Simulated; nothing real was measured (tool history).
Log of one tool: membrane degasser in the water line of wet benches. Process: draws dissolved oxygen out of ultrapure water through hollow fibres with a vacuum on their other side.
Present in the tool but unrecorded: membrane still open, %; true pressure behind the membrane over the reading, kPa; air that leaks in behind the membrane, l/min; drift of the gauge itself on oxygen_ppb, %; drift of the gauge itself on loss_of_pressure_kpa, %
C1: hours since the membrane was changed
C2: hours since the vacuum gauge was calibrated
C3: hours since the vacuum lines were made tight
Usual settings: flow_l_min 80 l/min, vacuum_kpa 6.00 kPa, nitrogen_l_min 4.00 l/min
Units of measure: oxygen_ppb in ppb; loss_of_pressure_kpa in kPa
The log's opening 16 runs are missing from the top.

{"run": 17, "hour": 651.4, "flow_l_min": 104, "vacuum_kpa": 12.88, "nitrogen_l_min": 2.66, "C1": 1770, "C2": 3206, "C3": 383, "oxygen_ppb": 702.5, "loss_of_pressure_kpa": 47.25}
{"hour": 659.8, "done": "gauge calibrated"}
{"run": 18, "hour": 685.1, "flow_l_min": 106, "vacuum_kpa": 10.1, "nitrogen_l_min": 4.0, "C1": 1804, "C2": 3239, "C3": 417, "oxygen_ppb": 385.0, "loss_of_pressure_kpa": 47.8}
{"run": 19, "hour": 721.5, "flow_l_min": 85, "vacuum_kpa": 4.26, "nitrogen_l_min": 7.09, "C1": 1840, "C2": 3276, "C3": 453, "oxygen_ppb": 34.2, "loss_of_pressure_kpa": 38.58}
{"run": 20, "hour": 758.9, "flow_l_min": 80, "vacuum_kpa": 6.0, "nitrogen_l_min": 3.5, "C1": 1877, "C2": 3313, "C3": 490, "oxygen_ppb": 141.2, "loss_of_pressure_kpa": 36.21}
{"run": 21, "hour": 789.1, "flow_l_min": 72, "vacuum_kpa": 8.47, "nitrogen_l_min": 4.0, "C1": 1908, "C2": 3344, "C3": 521, "oxygen_ppb": 211.2, "loss_of_pressure_kpa": 32.48}
{"run": 22, "hour": 841.7, "flow_l_min": 80, "vacuum_kpa": 3.97, "nitrogen_l_min": 9.66, "C1": 1960, "C2": 3396, "C3": 573, "oxygen_ppb": 18.7, "loss_of_pressure_kpa": 36.52}
{"run": 23, "hour": 890.7, "flow_l_min": 80, "vacuum_kpa": 3.97, "nitrogen_l_min": 9.66, "C1": 2009, "C2": 3445, "C3": 622, "oxygen_ppb": 18.7, "loss_of_pressure_kpa": 36.37}
{"run": 24, "hour": 944.3, "flow_l_min": 80, "vacuum_kpa": 3.97, "nitrogen_l_min": 9.66, "C1": 2063, "C2": 3499, "C3": 676, "oxygen_ppb": 18.5, "loss_of_pressure_kpa": 36.32}
{"run": 25, "hour": 994.1, "flow_l_min": 56, "vacuum_kpa": 6.0, "nitrogen_l_min": 4.0, "C1": 2113, "C2": 3549, "C3": 726, "oxygen_ppb": 89.6, "loss_of_pressure_kpa": 25.7}
{"run": 26, "hour": 1038.0, "flow_l_min": 80, "vacuum_kpa": 6.0, "nitrogen_l_min": 3.85, "C1": 2157, "C2": 3592, "C3": 770, "oxygen_ppb": 129.7, "loss_of_pressure_kpa": 36.32}
{"run": 27, "hour": 1086.7, "flow_l_min": 80, "vacuum_kpa": 6.0, "nitrogen_l_min": 3.85, "C1": 2205, "C2": 3641, "C3": 818, "oxygen_ppb": 129.9, "loss_of_pressure_kpa": 36.13}
{"run": 28, "hour": 1134.5, "flow_l_min": 80, "vacuum_kpa": 6.0, "nitrogen_l_min": 3.85, "C1": 2253, "C2": 3689, "C3": 866, "oxygen_ppb": 129.4, "loss_of_pressure_kpa": 36.56}
{"run": 29, "hour": 1168.2, "flow_l_min": 74, "vacuum_kpa": 8.65, "nitrogen_l_min": 4.0, "C1": 2287, "C2": 3723, "C3": 900, "oxygen_ppb": 220.0, "loss_of_pressure_kpa": 33.76}
{"run": 30, "hour": 1215.1, "flow_l_min": 74, "vacuum_kpa": 4.33, "nitrogen_l_min": 6.19, "C1": 2334, "C2": 3770, "C3": 947, "oxygen_ppb": 33.3, "loss_of_pressure_kpa": 33.57}
{"run": 31, "hour": 1246.7, "flow_l_min": 74, "vacuum_kpa": 4.33, "nitrogen_l_min": 6.19, "C1": 2365, "C2": 3801, "C3": 978, "oxygen_ppb": 33.8, "loss_of_pressure_kpa": 33.5}

Predict each of these 5 candidate next runs independently; none follows another, all start after run 31:
{"run": "A", "hour": 1277.8, "flow_l_min": 100, "vacuum_kpa": 12.32, "nitrogen_l_min": 8.78, "C1": 2396, "C2": 3832, "C3": 1009, "oxygen_ppb": "?", "loss_of_pressure_kpa": "?"}
{"run": "B", "hour": 1277.8, "flow_l_min": 52, "vacuum_kpa": 14.9, "nitrogen_l_min": 11.84, "C1": 2396, "C2": 3832, "C3": 1009, "oxygen_ppb": "?", "loss_of_pressure_kpa": "?"}
{"run": "C", "hour": 1277.8, "flow_l_min": 80, "vacuum_kpa": 6.0, "nitrogen_l_min": 2.13, "C1": 2396, "C2": 3832, "C3": 1009, "oxygen_ppb": "?", "loss_of_pressure_kpa": "?"}
{"run": "D", "hour": 1277.8, "flow_l_min": 103, "vacuum_kpa": 4.33, "nitrogen_l_min": 6.19, "C1": 2396, "C2": 3832, "C3": 1009, "oxygen_ppb": "?", "loss_of_pressure_kpa": "?"}
{"run": "E", "hour": 1277.8, "flow_l_min": 86, "vacuum_kpa": 4.33, "nitrogen_l_min": 6.19, "C1": 2396, "C2": 3832, "C3": 1009, "oxygen_ppb": "?", "loss_of_pressure_kpa": "?"}

run=A oxygen_ppb=240.4 loss_of_pressure_kpa=45.39
run=B oxygen_ppb=121.6 loss_of_pressure_kpa=23.47
run=C oxygen_ppb=210.1 loss_of_pressure_kpa=36.43
run=D oxygen_ppb=50.1 loss_of_pressure_kpa=46.74
run=E oxygen_ppb=39.7 loss_of_pressure_kpa=39.19
The same runs, with their run-to-run variation unchanged, on a tool lacking any hidden condition would have given:
run=A oxygen_ppb=245.1 loss_of_pressure_kpa=45.38
run=B oxygen_ppb=124.0 loss_of_pressure_kpa=23.47
run=C oxygen_ppb=214.1 loss_of_pressure_kpa=36.42
run=D oxygen_ppb=51.1 loss_of_pressure_kpa=46.73
run=E oxygen_ppb=40.4 loss_of_pressure_kpa=39.19
